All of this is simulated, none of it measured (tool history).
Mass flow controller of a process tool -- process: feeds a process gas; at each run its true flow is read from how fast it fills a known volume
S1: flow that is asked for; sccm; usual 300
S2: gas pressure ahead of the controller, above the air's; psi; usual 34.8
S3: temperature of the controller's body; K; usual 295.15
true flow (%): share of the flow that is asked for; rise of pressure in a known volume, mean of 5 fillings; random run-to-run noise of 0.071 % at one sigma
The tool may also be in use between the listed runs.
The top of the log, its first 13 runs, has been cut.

Run 14, hour 1062.1: usual settings. Result: true flow (%) 100.51.
Run 15, hour 1140.6: usual settings. Result: true flow (%) 100.39.
Run 16, hour 1245.1: usual settings. Result: true flow (%) 100.45.
Run 17, hour 1315.1: usual settings but S2 26.3 psi. Result: true flow (%) 100.14.
Run 18, hour 1416.3: usual settings but S2 26.3 psi. Result: true flow (%) 100.1.
Run 19, hour 1531.3: usual settings but S1 265 sccm. Result: true flow (%) 100.64.
Run 20, hour 1636.4: usual settings but S1 265 sccm, S2 22.3 psi. Result: true flow (%) 100.15.
Run 21, hour 1689.5: usual settings but S1 265 sccm, S2 22.3 psi. Result: true flow (%) 100.15.
Run 22, hour 1763.9: usual settings but S1 112 sccm. Result: true flow (%) 103.27.
Run 23, hour 1873.1: usual settings but S1 112 sccm. Result: true flow (%) 103.26.
Run 24, hour 1976.7: usual settings. Result: true flow (%) 100.66.
Run 25, hour 2064.7: usual settings but S1 392 sccm, S2 38.7 psi, S3 302.15 K. Result: true flow (%) 100.59.
Run 26, hour 2172.3: usual settings but S1 480 sccm, S3 294.15 K. Result: true flow (%) 99.96.
Run 27, hour 2244.5: usual settings but S1 480 sccm, S3 294.15 K. Result: true flow (%) 99.92.
Run 28, hour 2295.2: usual settings but S2 29.4 psi. Result: true flow (%) 100.36.
Run 29, hour 2387.6: usual settings but S1 757 sccm, S2 31.5 psi, S3 306.15 K. Result: true flow (%) 100.
Run 30, hour 2467.4: usual settings but S1 708 sccm, S2 31.5 psi, S3 306.15 K. Result: true flow (%) 99.98.
Run 31, hour 2571.6: usual settings but S1 321 sccm, S2 31.9 psi, S3 294.15 K. Result: true flow (%) 100.27.
Run 32, hour 2645.5: usual settings but S1 321 sccm, S2 29.7 psi, S3 294.15 K. Result: true flow (%) 100.13.
Run 33, hour 2745.3: usual settings but S1 215 sccm, S2 31 psi. Result: true flow (%) 100.93.
Run 34, hour 2803.9: usual settings but S1 614 sccm, S2 27 psi. Result: true flow (%) 99.46.
Run 35, hour 2854.2: usual settings but S1 614 sccm, S2 27 psi. Result: true flow (%) 99.35.

For run 36, what comes out?
Run 36, hour 2970: usual settings but S1 308 sccm, S2 33.4 psi, S3 299.15 K. Result: true flow (%) ?.

Run 36 measured true flow (%) 100.62.
The same run, on a tool lacking any hidden state, would have yielded true flow (%) 99.89.

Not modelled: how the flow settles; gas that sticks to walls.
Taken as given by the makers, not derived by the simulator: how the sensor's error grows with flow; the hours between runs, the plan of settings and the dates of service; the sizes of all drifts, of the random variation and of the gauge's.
